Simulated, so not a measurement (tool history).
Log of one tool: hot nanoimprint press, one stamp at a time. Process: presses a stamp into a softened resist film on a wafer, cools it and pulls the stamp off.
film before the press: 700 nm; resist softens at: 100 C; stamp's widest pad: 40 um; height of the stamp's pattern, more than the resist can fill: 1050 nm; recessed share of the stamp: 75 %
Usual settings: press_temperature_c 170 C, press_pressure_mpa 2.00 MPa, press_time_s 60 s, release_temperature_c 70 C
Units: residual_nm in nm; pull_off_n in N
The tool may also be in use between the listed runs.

{"run": 1, "hour": 0.0, "press_temperature_c": 170, "press_pressure_mpa": 2.0, "press_time_s": 60, "release_temperature_c": 70, "residual_nm": 348.3, "pull_off_n": 211}
{"run": 2, "hour": 37.8, "press_temperature_c": 170, "press_pressure_mpa": 2.0, "press_time_s": 60, "release_temperature_c": 70, "residual_nm": 347.3, "pull_off_n": 222}
{"run": 3, "hour": 66.9, "press_temperature_c": 169, "press_pressure_mpa": 2.0, "press_time_s": 60, "release_temperature_c": 70, "residual_nm": 364.1, "pull_off_n": 226}
{"run": 4, "hour": 111.2, "press_temperature_c": 169, "press_pressure_mpa": 2.0, "press_time_s": 60, "release_temperature_c": 70, "residual_nm": 366.7, "pull_off_n": 227}
{"run": 5, "hour": 141.4, "press_temperature_c": 169, "press_pressure_mpa": 2.0, "press_time_s": 60, "release_temperature_c": 70, "residual_nm": 367.1, "pull_off_n": 238}
{"hour": 181.0, "done": "stamp cleaned and given a new release coat"}
{"run": 6, "hour": 190.8, "press_temperature_c": 169, "press_pressure_mpa": 2.0, "press_time_s": 60, "release_temperature_c": 70, "residual_nm": 369.1, "pull_off_n": 169}
{"run": 7, "hour": 234.9, "press_temperature_c": 170, "press_pressure_mpa": 2.0, "press_time_s": 60, "release_temperature_c": 56, "residual_nm": 355.6, "pull_off_n": 229}
{"run": 8, "hour": 261.0, "press_temperature_c": 170, "press_pressure_mpa": 2.0, "press_time_s": 60, "release_temperature_c": 56, "residual_nm": 358.3, "pull_off_n": 238}
{"hour": 271.8, "done": "plate thermocouple calibrated"}
{"run": 9, "hour": 314.0, "press_temperature_c": 170, "press_pressure_mpa": 2.0, "press_time_s": 60, "release_temperature_c": 70, "residual_nm": 360.9, "pull_off_n": 182}
{"run": 10, "hour": 359.0, "press_temperature_c": 170, "press_pressure_mpa": 2.0, "press_time_s": 60, "release_temperature_c": 70, "residual_nm": 361.0, "pull_off_n": 189}
{"run": 11, "hour": 391.9, "press_temperature_c": 170, "press_pressure_mpa": 2.0, "press_time_s": 60, "release_temperature_c": 70, "residual_nm": 362.6, "pull_off_n": 195}
{"hour": 433.9, "done": "plate thermocouple calibrated, once more"}
{"run": 12, "hour": 441.0, "press_temperature_c": 170, "press_pressure_mpa": 2.0, "press_time_s": 60, "release_temperature_c": 70, "residual_nm": 349.6, "pull_off_n": 200}
{"run": 13, "hour": 496.0, "press_temperature_c": 170, "press_pressure_mpa": 1.38, "press_time_s": 60, "release_temperature_c": 70, "residual_nm": 411.4, "pull_off_n": 203}
{"run": 14, "hour": 535.3, "press_temperature_c": 170, "press_pressure_mpa": 1.38, "press_time_s": 60, "release_temperature_c": 70, "residual_nm": 410.6, "pull_off_n": 211}
{"run": 15, "hour": 559.3, "press_temperature_c": 170, "press_pressure_mpa": 2.5, "press_time_s": 47, "release_temperature_c": 70, "residual_nm": 347.6, "pull_off_n": 211}
{"run": 16, "hour": 610.8, "press_temperature_c": 173, "press_pressure_mpa": 1.49, "press_time_s": 32, "release_temperature_c": 70, "residual_nm": 438.8, "pull_off_n": 222}
{"run": 17, "hour": 655.8, "press_temperature_c": 170, "press_pressure_mpa": 2.0, "press_time_s": 60, "release_temperature_c": 70, "residual_nm": 357.0, "pull_off_n": 231}
{"run": 18, "hour": 706.2, "press_temperature_c": 167, "press_pressure_mpa": 1.85, "press_time_s": 111, "release_temperature_c": 70, "residual_nm": 341.9, "pull_off_n": 235}
{"run": 19, "hour": 747.0, "press_temperature_c": 167, "press_pressure_mpa": 1.85, "press_time_s": 111, "release_temperature_c": 70, "residual_nm": 342.7, "pull_off_n": 243}
{"hour": 765.4, "done": "stamp cleaned and given a new release coat"}
{"run": 20, "hour": 784.1, "press_temperature_c": 167, "press_pressure_mpa": 1.85, "press_time_s": 111, "release_temperature_c": 70, "residual_nm": 342.6, "pull_off_n": 162}
{"hour": 789.9, "done": "plate thermocouple calibrated"}
{"run": 21, "hour": 837.6, "press_temperature_c": 173, "press_pressure_mpa": 1.78, "press_time_s": 43, "release_temperature_c": 58, "residual_nm": 373.4, "pull_off_n": 235}
{"run": 22, "hour": 869.9, "press_temperature_c": 173, "press_pressure_mpa": 1.78, "press_time_s": 43, "release_temperature_c": 58, "residual_nm": 373.1, "pull_off_n": 235}
{"run": 23, "hour": 916.4, "press_temperature_c": 173, "press_pressure_mpa": 2.51, "press_time_s": 86, "release_temperature_c": 58, "residual_nm": 251.1, "pull_off_n": 238}
{"run": 24, "hour": 951.2, "press_temperature_c": 170, "press_pressure_mpa": 1.66, "press_time_s": 60, "release_temperature_c": 70, "residual_nm": 390.6, "pull_off_n": 192}
{"run": 25, "hour": 1005.6, "press_temperature_c": 170, "press_pressure_mpa": 1.66, "press_time_s": 60, "release_temperature_c": 70, "residual_nm": 391.7, "pull_off_n": 197}
{"run": 26, "hour": 1039.6, "press_temperature_c": 170, "press_pressure_mpa": 2.85, "press_time_s": 66, "release_temperature_c": 56, "residual_nm": 301.4, "pull_off_n": 277}
{"run": 27, "hour": 1074.5, "press_temperature_c": 168, "press_pressure_mpa": 2.85, "press_time_s": 45, "release_temperature_c": 60, "residual_nm": 376.9, "pull_off_n": 256}
{"run": 28, "hour": 1104.4, "press_temperature_c": 168, "press_pressure_mpa": 2.85, "press_time_s": 45, "release_temperature_c": 60, "residual_nm": 380.3, "pull_off_n": 269}

3 ways to go on from here, each from the tool as it stands after run 28. What would each give?
{"run": "A", "hour": 1135.0, "press_temperature_c": 168, "press_pressure_mpa": 2.25, "press_time_s": 38, "release_temperature_c": 60, "residual_nm": "?", "pull_off_n": "?"}
{"run": "B", "hour": 1135.0, "press_temperature_c": 172, "press_pressure_mpa": 1.89, "press_time_s": 68, "release_temperature_c": 70, "residual_nm": "?", "pull_off_n": "?"}
{"run": "C", "hour": 1135.0, "press_temperature_c": 168, "press_pressure_mpa": 2.85, "press_time_s": 36, "release_temperature_c": 77, "residual_nm": "?", "pull_off_n": "?"}

run=A residual_nm=436.2 pull_off_n=271
run=B residual_nm=331.4 pull_off_n=214
run=C residual_nm=407.6 pull_off_n=172
Without the tool's hidden state the same runs would have given:
run=A residual_nm=411.7 pull_off_n=207
run=B residual_nm=311.6 pull_off_n=163
run=C residual_nm=379.4 pull_off_n=131
